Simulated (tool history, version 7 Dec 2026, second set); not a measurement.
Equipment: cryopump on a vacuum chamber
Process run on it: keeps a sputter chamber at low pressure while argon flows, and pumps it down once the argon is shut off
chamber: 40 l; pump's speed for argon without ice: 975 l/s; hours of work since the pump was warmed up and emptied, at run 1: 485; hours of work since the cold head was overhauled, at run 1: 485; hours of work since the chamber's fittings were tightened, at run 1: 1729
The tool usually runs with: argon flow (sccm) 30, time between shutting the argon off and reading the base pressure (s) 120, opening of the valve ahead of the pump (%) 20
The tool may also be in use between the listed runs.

| run | hour | argon flow (sccm) | time between shutting the argon off and reading the base pressure (s) | opening of the valve ahead of the pump (%) | hours of work since the pump was warmed up and emptied | hours of work since the cold head was overhauled | hours of work since the chamber's fittings were tightened | pressure while argon flows (Pa) | pressure after the wait (uPa) |
|---|---|---|---|---|---|---|---|---|---|
| 1 | 0 | 30 | 120 | 20 | 485 | 485 | 1729 | 0.2775 | 5.8 |
| 2 | 36.3 | 30 | 120 | 20 | 517 | 517 | 1761 | 0.2768 | 6.04 |
| 3 | 69.2 | 30 | 120 | 27 | 547 | 547 | 1791 | 0.2126 | 6.15 |
| 4 | 102.9 | 30 | 42 | 27 | 577 | 577 | 1821 | 0.2159 | 8.38 |
| 5 | 140 | 30 | 120 | 20 | 611 | 611 | 1854 | 0.2838 | 6.52 |
| 6 | 182.7 | 30 | 120 | 20 | 649 | 649 | 1893 | 0.285 | 6.72 |
| 7 | 205.1 | 30 | 120 | 20 | 669 | 669 | 1913 | 0.2875 | 6.86 |
| 8 | 236.6 | 55 | 120 | 20 | 697 | 697 | 1941 | 0.5312 | 7.21 |
|  | 256.5 | pump warmed up, emptied and cooled again |
| 9 | 274.5 | 55 | 120 | 20 | 16 | 727 | 1971 | 0.4759 | 5.02 |
| 10 | 298.5 | 55 | 120 | 20 | 38 | 748 | 1992 | 0.4843 | 5.22 |
| 11 | 324.2 | 55 | 120 | 55 | 61 | 772 | 2015 | 0.1769 | 5.17 |
| 12 | 357.2 | 30 | 120 | 20 | 90 | 801 | 2045 | 0.2633 | 5.4 |
| 13 | 387.9 | 30 | 53 | 20 | 118 | 829 | 2073 | 0.2641 | 6.83 |
|  | 405.5 | leaking fittings of the chamber tightened, without venting |
| 14 | 412 | 30 | 53 | 27 | 138 | 849 | 6 | 0.1986 | 2.76 |
| 15 | 449.9 | 30 | 53 | 27 | 172 | 883 | 40 | 0.1979 | 2.8 |
| 16 | 474.4 | 30 | 53 | 27 | 194 | 905 | 62 | 0.2001 | 2.92 |
| 17 | 514.1 | 30 | 120 | 20 | 230 | 940 | 98 | 0.2655 | 1.6 |
| 18 | 561.8 | 30 | 120 | 20 | 273 | 983 | 141 | 0.2673 | 1.68 |
| 19 | 589.8 | 30 | 120 | 20 | 298 | 1008 | 166 | 0.2692 | 1.75 |
| 20 | 630.5 | 22 | 34 | 22 | 334 | 1045 | 202 | 0.1816 | 4.46 |
| 21 | 659.4 | 57 | 34 | 22 | 360 | 1071 | 228 | 0.4694 | 4.66 |
| 22 | 699.8 | 35 | 25 | 49 | 397 | 1107 | 264 | 0.1389 | 5.87 |
| 23 | 746.3 | 35 | 25 | 49 | 438 | 1149 | 306 | 0.1413 | 6.06 |
| 24 | 785.2 | 35 | 25 | 49 | 473 | 1184 | 341 | 0.1443 | 6.17 |
| 25 | 813.4 | 35 | 91 | 34 | 499 | 1209 | 367 | 0.1999 | 2.66 |
| 26 | 854.1 | 15 | 120 | 38 | 535 | 1246 | 403 | 0.0771 | 2.51 |
| 27 | 876 | 15 | 120 | 38 | 555 | 1266 | 423 | 0.079 | 2.66 |
| 28 | 917.3 | 30 | 120 | 23 | 592 | 1303 | 460 | 0.2471 | 2.69 |
| 29 | 955.4 | 20 | 26 | 23 | 626 | 1337 | 494 | 0.1677 | 6.51 |
| 30 | 979.2 | 20 | 26 | 23 | 648 | 1358 | 516 | 0.167 | 6.76 |
| 31 | 1003.9 | 35 | 82 | 27 | 670 | 1381 | 538 | 0.2572 | 3.45 |
| 32 | 1039.4 | 35 | 82 | 27 | 702 | 1412 | 570 | 0.2567 | 3.79 |
|  | 1055.2 | pump warmed up, emptied and cooled again |
| 33 | 1075.1 | 35 | 82 | 27 | 18 | 1440 | 597 | 0.2271 | 3.05 |
| 34 | 1122.9 | 42 | 38 | 31 | 61 | 1483 | 640 | 0.2406 | 4.92 |
| 35 | 1167.7 | 31 | 188 | 18 | 101 | 1523 | 681 | 0.3011 | 2.28 |

Subtracting, for every run, the result it would have given without the tool's unlogged condition from the measured result gives the following. The same run-to-run variation enters both numbers; the gauge's scatter may not:
What the log doesn't record here: pump's speed, % of a pump's without ice; cold plate's temperature, K; leak into the chamber, uPa l/s; drift of the gauge itself on working_pa, %; drift of the gauge itself on base_upa, %.
| run | pressure while argon flows (Pa) | pressure after the wait (uPa) |
|---|---|---|
| 1 | +0.0179 | +4.45 |
| 2 | +0.0195 | +4.67 |
| 3 | +0.021 | +4.83 |
| 4 | +0.0225 | +5.07 |
| 5 | +0.0242 | +5.19 |
| 6 | +0.0261 | +5.4 |
| 7 | +0.0276 | +5.57 |
| 8 | +0.0535 | +5.86 |
| 9 | +0.0025 | +3.73 |
| 10 | +0.0037 | +3.87 |
| 11 | +0.0047 | +3.84 |
| 12 | +0.0034 | +4.06 |
| 13 | +0.0043 | +4.19 |
| 14 | +0.0049 | +0.05 |
| 15 | +0.0059 | +0.13 |
| 16 | +0.0066 | +0.18 |
| 17 | +0.0075 | +0.27 |
| 18 | +0.009 | +0.37 |
| 19 | +0.0099 | +0.43 |
| 20 | +0.0082 | +0.53 |
| 21 | +0.0229 | +0.61 |
| 22 | +0.0157 | +0.7 |
| 23 | +0.0177 | +0.82 |
| 24 | +0.0194 | +0.93 |
| 25 | +0.0208 | +1 |
| 26 | +0.0097 | +1.16 |
| 27 | +0.0102 | +1.26 |
| 28 | +0.0223 | +1.34 |
| 29 | +0.0162 | +1.47 |
| 30 | +0.017 | +1.58 |
| 31 | +0.0313 | +1.64 |
| 32 | +0.0332 | +1.88 |
| 33 | +0.0024 | +1.17 |
| 34 | +0.0044 | +1.28 |
| 35 | +0.0043 | +1.36 |
